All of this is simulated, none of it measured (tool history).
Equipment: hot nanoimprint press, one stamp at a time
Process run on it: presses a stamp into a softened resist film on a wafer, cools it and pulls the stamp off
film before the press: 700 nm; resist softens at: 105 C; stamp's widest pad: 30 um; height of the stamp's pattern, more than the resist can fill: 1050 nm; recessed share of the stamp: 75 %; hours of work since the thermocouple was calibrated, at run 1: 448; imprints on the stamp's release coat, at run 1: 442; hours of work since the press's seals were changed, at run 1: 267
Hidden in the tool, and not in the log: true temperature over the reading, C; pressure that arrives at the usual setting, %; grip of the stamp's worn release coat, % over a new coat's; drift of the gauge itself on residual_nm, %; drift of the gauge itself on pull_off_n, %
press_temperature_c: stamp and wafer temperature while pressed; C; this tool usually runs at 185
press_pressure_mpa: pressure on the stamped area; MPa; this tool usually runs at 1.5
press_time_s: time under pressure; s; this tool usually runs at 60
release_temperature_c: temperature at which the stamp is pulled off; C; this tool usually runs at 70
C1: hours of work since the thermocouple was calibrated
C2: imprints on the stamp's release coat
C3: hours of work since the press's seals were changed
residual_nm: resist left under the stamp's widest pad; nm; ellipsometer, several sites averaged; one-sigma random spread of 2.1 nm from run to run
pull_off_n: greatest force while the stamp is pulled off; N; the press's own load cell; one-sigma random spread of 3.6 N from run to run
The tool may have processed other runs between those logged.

run 1 hour=0 | press_temperature_c=185 press_pressure_mpa=1.5 press_time_s=60 release_temperature_c=70 | C1=448 C2=442 C3=267 | residual_nm=364 pull_off_n=201
run 2 hour=8.6 | press_temperature_c=185 press_pressure_mpa=1.5 press_time_s=60 release_temperature_c=70 | C1=455 C2=474 C3=273 | residual_nm=364.1 pull_off_n=202
run 3 hour=13.8 | press_temperature_c=185 press_pressure_mpa=1.5 press_time_s=73 release_temperature_c=70 | C1=459 C2=493 C3=277 | residual_nm=342.6 pull_off_n=206
run 4 hour=21.6 | press_temperature_c=185 press_pressure_mpa=1.5 press_time_s=87 release_temperature_c=70 | C1=465 C2=523 C3=284 | residual_nm=328 pull_off_n=205
run 5 hour=27.5 | press_temperature_c=185 press_pressure_mpa=1.5 press_time_s=87 release_temperature_c=70 | C1=470 C2=545 C3=288 | residual_nm=325.3 pull_off_n=217
run 6 hour=34.9 | press_temperature_c=185 press_pressure_mpa=1.5 press_time_s=87 release_temperature_c=70 | C1=476 C2=572 C3=294 | residual_nm=327.5 pull_off_n=206
run 7 hour=43.1 | press_temperature_c=185 press_pressure_mpa=1.2 press_time_s=87 release_temperature_c=70 | C1=482 C2=603 C3=300 | residual_nm=367.2 pull_off_n=223
run 8 hour=47.9 | press_temperature_c=185 press_pressure_mpa=1.2 press_time_s=87 release_temperature_c=70 | C1=486 C2=621 C3=304 | residual_nm=365.9 pull_off_n=213
run 9 hour=52.7 | press_temperature_c=185 press_pressure_mpa=1.2 press_time_s=87 release_temperature_c=70 | C1=490 C2=639 C3=308 | residual_nm=369 pull_off_n=219
run 10 hour=57.6 | press_temperature_c=185 press_pressure_mpa=1.2 press_time_s=87 release_temperature_c=70 | C1=494 C2=657 C3=312 | residual_nm=364.8 pull_off_n=214
-- hour=61.2 plate thermocouple calibrated
run 11 hour=64.8 | press_temperature_c=185 press_pressure_mpa=1.2 press_time_s=87 release_temperature_c=70 | C1=3 C2=673 C3=315 | residual_nm=382.2 pull_off_n=213
run 12 hour=72.8 | press_temperature_c=185 press_pressure_mpa=1.5 press_time_s=60 release_temperature_c=70 | C1=9 C2=703 C3=321 | residual_nm=378.9 pull_off_n=220
run 13 hour=78.7 | press_temperature_c=185 press_pressure_mpa=1.5 press_time_s=60 release_temperature_c=70 | C1=14 C2=725 C3=326 | residual_nm=380.5 pull_off_n=232
run 14 hour=85.9 | press_temperature_c=185 press_pressure_mpa=1.5 press_time_s=60 release_temperature_c=70 | C1=19 C2=752 C3=332 | residual_nm=376.6 pull_off_n=230
run 15 hour=95.9 | press_temperature_c=185 press_pressure_mpa=1.5 press_time_s=60 release_temperature_c=70 | C1=27 C2=789 C3=339 | residual_nm=379.5 pull_off_n=233
run 16 hour=103 | press_temperature_c=175 press_pressure_mpa=2.11 press_time_s=60 release_temperature_c=70 | C1=33 C2=816 C3=345 | residual_nm=458.1 pull_off_n=226
-- hour=111.8 plate thermocouple calibrated, once more
run 17 hour=114.5 | press_temperature_c=175 press_pressure_mpa=2.11 press_time_s=60 release_temperature_c=77 | C1=2 C2=847 C3=352 | residual_nm=409.2 pull_off_n=209
run 18 hour=121.8 | press_temperature_c=175 press_pressure_mpa=2.11 press_time_s=60 release_temperature_c=77 | C1=8 C2=875 C3=357 | residual_nm=407.4 pull_off_n=211
run 19 hour=126.3 | press_temperature_c=188 press_pressure_mpa=2.11 press_time_s=37 release_temperature_c=77 | C1=11 C2=892 C3=361 | residual_nm=304.2 pull_off_n=209
run 20 hour=131 | press_temperature_c=196 press_pressure_mpa=1.65 press_time_s=97 release_temperature_c=69 | C1=15 C2=909 C3=365 | residual_nm=194.3 pull_off_n=231
run 21 hour=140.7 | press_temperature_c=196 press_pressure_mpa=1.65 press_time_s=97 release_temperature_c=69 | C1=23 C2=945 C3=372 | residual_nm=193.7 pull_off_n=231
run 22 hour=146.3 | press_temperature_c=185 press_pressure_mpa=1.5 press_time_s=33 release_temperature_c=65 | C1=27 C2=966 C3=377 | residual_nm=408.6 pull_off_n=249
run 23 hour=154.6 | press_temperature_c=185 press_pressure_mpa=1.5 press_time_s=64 release_temperature_c=65 | C1=34 C2=997 C3=383 | residual_nm=339.7 pull_off_n=239
-- hour=165.6 stamp cleaned and given a new release coat
run 24 hour=165.8 | press_temperature_c=185 press_pressure_mpa=1.55 press_time_s=64 release_temperature_c=65 | C1=38 C2=1 C3=387 | residual_nm=334.5 pull_off_n=187
run 25 hour=174.4 | press_temperature_c=185 press_pressure_mpa=1.55 press_time_s=64 release_temperature_c=65 | C1=44 C2=33 C3=394 | residual_nm=335 pull_off_n=187
run 26 hour=184.2 | press_temperature_c=181 press_pressure_mpa=1.5 press_time_s=60 release_temperature_c=76 | C1=52 C2=70 C3=402 | residual_nm=394.4 pull_off_n=166
run 27 hour=190 | press_temperature_c=181 press_pressure_mpa=1.5 press_time_s=60 release_temperature_c=76 | C1=57 C2=91 C3=406 | residual_nm=389.4 pull_off_n=164
run 28 hour=198.9 | press_temperature_c=181 press_pressure_mpa=1.5 press_time_s=60 release_temperature_c=76 | C1=64 C2=124 C3=413 | residual_nm=396.1 pull_off_n=171
run 29 hour=203.3 | press_temperature_c=181 press_pressure_mpa=2.39 press_time_s=81 release_temperature_c=60 | C1=67 C2=141 C3=417 | residual_nm=282.2 pull_off_n=210

5 ways to go on from here, each from the tool as it stands after run 29. What would each give?
run A hour=210.7 | press_temperature_c=179 press_pressure_mpa=2.39 press_time_s=39 release_temperature_c=60 | C1=73 C2=169 C3=422 | residual_nm=? pull_off_n=?
run B hour=210.7 | press_temperature_c=185 press_pressure_mpa=1.5 press_time_s=60 release_temperature_c=78 | C1=73 C2=169 C3=422 | residual_nm=? pull_off_n=?
run C hour=210.7 | press_temperature_c=184 press_pressure_mpa=2.39 press_time_s=40 release_temperature_c=59 | C1=73 C2=169 C3=422 | residual_nm=? pull_off_n=?
run D hour=210.7 | press_temperature_c=185 press_pressure_mpa=1.5 press_time_s=68 release_temperature_c=70 | C1=73 C2=169 C3=422 | residual_nm=? pull_off_n=?
run E hour=210.7 | press_temperature_c=181 press_pressure_mpa=2.39 press_time_s=81 release_temperature_c=62 | C1=73 C2=169 C3=422 | residual_nm=? pull_off_n=?

run=A residual_nm=383 pull_off_n=210
run=B residual_nm=348 pull_off_n=167
run=C residual_nm=317.8 pull_off_n=204
run=D residual_nm=333.6 pull_off_n=188
run=E residual_nm=282.7 pull_off_n=203
Stripped of hidden state, with their random variation kept, the same runs would have yielded:
run=A residual_nm=369.9 pull_off_n=198
run=B residual_nm=338.9 pull_off_n=158
run=C residual_nm=306.4 pull_off_n=193
run=D residual_nm=324.7 pull_off_n=178
run=E residual_nm=272 pull_off_n=192

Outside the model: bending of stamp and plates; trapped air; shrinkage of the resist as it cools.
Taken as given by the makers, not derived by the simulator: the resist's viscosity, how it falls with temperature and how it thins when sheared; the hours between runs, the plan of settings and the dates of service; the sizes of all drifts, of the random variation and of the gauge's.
